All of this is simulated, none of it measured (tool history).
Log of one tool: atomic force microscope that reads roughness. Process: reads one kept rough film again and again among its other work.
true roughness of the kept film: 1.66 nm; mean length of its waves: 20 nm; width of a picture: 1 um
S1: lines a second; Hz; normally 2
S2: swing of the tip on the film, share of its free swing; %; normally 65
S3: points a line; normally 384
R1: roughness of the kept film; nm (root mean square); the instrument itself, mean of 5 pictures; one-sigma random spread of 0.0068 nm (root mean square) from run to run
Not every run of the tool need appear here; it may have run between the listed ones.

run 1 hour=0 | S1=2 S2=65 S3=384 | R1=1.237
run 2 hour=4.2 | S1=2 S2=65 S3=278 | R1=1.211
run 3 hour=9.6 | S1=2 S2=65 S3=278 | R1=1.206
run 4 hour=13.8 | S1=2 S2=65 S3=278 | R1=1.211
run 5 hour=19.2 | S1=2 S2=65 S3=278 | R1=1.21
run 6 hour=25.3 | S1=2 S2=65 S3=384 | R1=1.224
-- hour=27.5 new tip fitted
run 7 hour=31.9 | S1=1.31 S2=88 S3=384 | R1=1.225
run 8 hour=37.2 | S1=1.05 S2=62 S3=608 | R1=1.437
run 9 hour=46 | S1=0.94 S2=67 S3=384 | R1=1.396
run 10 hour=51.1 | S1=3.25 S2=69 S3=281 | R1=1.197
run 11 hour=57.3 | S1=3.25 S2=69 S3=281 | R1=1.201
run 12 hour=64 | S1=3.25 S2=79 S3=281 | R1=1.078

4 options for the next run, each taken on its own from the tool as it stands now. Forecast them:
run A hour=72 | S1=2 S2=65 S3=1021 | R1=?
run B hour=72 | S1=2 S2=65 S3=648 | R1=?
run C hour=72 | S1=0.63 S2=61 S3=409 | R1=?
run D hour=72 | S1=0.63 S2=59 S3=667 | R1=?

run=A R1=1.346
run=B R1=1.344
run=C R1=1.429
run=D R1=1.441
Take away the tool's hidden state, keep each run's random variation, and the runs would have read:
run=A R1=1.397
run=B R1=1.395
run=C R1=1.483
run=D R1=1.496
